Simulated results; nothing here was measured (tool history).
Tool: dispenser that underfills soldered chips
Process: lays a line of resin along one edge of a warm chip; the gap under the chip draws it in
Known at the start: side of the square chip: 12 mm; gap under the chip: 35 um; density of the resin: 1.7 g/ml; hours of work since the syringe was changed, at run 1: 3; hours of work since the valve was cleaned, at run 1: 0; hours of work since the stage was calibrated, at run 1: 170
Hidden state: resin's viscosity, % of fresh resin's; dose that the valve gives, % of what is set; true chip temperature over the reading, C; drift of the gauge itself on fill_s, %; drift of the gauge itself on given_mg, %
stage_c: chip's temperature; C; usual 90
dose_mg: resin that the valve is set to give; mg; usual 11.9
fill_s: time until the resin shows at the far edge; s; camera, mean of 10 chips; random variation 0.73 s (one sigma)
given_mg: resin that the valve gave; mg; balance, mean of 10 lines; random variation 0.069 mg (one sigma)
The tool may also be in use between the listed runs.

run,hour,stage_c,dose_mg,hours of work since the syringe was changed,hours of work since the valve was cleaned,hours of work since the stage was calibrated,fill_s,given_mg
1,0.0,90,11.9,3,0,170,86.9,11.81
# hour 5.1: new syringe of resin
2,8.4,90,11.9,3,6,176,83.7,11.87
# hour 13.7: new syringe of resin
3,14.1,90,11.9,0,11,181,68.4,11.84
# hour 22.7: new syringe of resin
4,25.0,90,11.9,2,19,189,78.4,11.78
5,29.7,90,11.9,5,22,193,102.6,11.82
# hour 31.7: new syringe of resin
6,38.3,90,13.2,5,29,199,100.3,13.04
# hour 40.5: new syringe of resin
7,43.3,82,11.9,2,33,203,103.4,11.76
# hour 49.0: new syringe of resin
8,54.2,82,11.9,4,41,211,117.8,11.62
# hour 58.4: new syringe of resin
9,63.9,89,14.4,4,48,218,97.3,13.97
# hour 67.7: new syringe of resin
10,73.0,97,13.2,4,55,225,79.0,12.80
# hour 76.8: new syringe of resin
11,81.3,89,10.6,4,61,231,99.0,10.10
# hour 86.0: new syringe of resin
12,90.4,89,10.6,3,68,238,96.0,9.99
# hour 95.2: new syringe of resin
13,101.3,104,10.6,5,77,247,73.3,10.09
# hour 103.8: new syringe of resin
14,108.8,93,12.8,4,82,252,87.2,12.13
# hour 112.7: new syringe of resin
15,116.7,103,13.1,3,88,258,61.5,12.35

3 ways to go on from here, each from the tool as it stands after run 15. What would each give?
# hour 121.5: new syringe of resin
A,123.7,82,13.1,2,93,263,?,?
# hour 121.5: new syringe of resin
B,123.7,100,12.3,2,93,263,?,?
# hour 121.5: new syringe of resin
C,123.7,103,14.8,2,93,263,?,?

run,fill_s,given_mg
A,96.2,12.25
B,59.5,11.62
C,53.7,13.97
Without the tool's hidden state the same runs would have given:
run,fill_s,given_mg
A,82.3,12.98
B,50.8,12.31
C,46.2,14.81

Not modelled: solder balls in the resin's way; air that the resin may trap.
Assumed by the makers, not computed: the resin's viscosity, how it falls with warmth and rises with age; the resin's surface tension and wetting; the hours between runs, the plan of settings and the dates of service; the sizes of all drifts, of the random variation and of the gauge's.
